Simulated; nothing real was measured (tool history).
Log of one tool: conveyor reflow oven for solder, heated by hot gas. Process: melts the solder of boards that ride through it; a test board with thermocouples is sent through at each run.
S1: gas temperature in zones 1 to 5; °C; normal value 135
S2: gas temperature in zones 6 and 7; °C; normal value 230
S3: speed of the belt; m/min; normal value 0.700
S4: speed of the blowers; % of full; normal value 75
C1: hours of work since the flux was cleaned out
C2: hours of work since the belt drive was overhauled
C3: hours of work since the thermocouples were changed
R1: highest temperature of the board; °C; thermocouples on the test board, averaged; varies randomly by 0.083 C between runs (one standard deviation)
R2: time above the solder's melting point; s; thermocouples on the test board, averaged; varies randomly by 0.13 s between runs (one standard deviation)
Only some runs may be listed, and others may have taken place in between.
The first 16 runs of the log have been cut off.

run	hour	S1	S2	S3	S4	C1	C2	C3	R1	R2
17	477.7	132	230	0.754	75	39	1046	113	213.65	44.6
18	500.4	132	234	0.627	85	50	1057	124	224.32	63.2
19	541.9	128	239	0.728	80	71	1078	144	223.10	51.5
20	580.8	135	237	0.700	75	90	1097	164	222.41	55.7
21	612.3	135	219	0.715	75	106	1113	179	206.03	42.4
22	642.7	135	230	0.646	75	121	1128	194	218.29	58.0
23	665.1	134	233	0.796	62	132	1139	206	210.80	39.7
24	703.8	134	233	0.579	62	151	1158	225	221.07	66.6
# hour 713.4: flux residue cleaned out of gas plates and filters
25	752.6	134	233	0.579	62	19	1180	246	221.77	67.3

What will run 26 give?
26	794.3	126	234	0.751	75	40	1200	267	?	?

R1: 216.84 °C
R2: 45.8 s
On a tool with no hidden condition, and with the same random variation, this run would have come out at R1 215.35 °C, R2 43.3 s.

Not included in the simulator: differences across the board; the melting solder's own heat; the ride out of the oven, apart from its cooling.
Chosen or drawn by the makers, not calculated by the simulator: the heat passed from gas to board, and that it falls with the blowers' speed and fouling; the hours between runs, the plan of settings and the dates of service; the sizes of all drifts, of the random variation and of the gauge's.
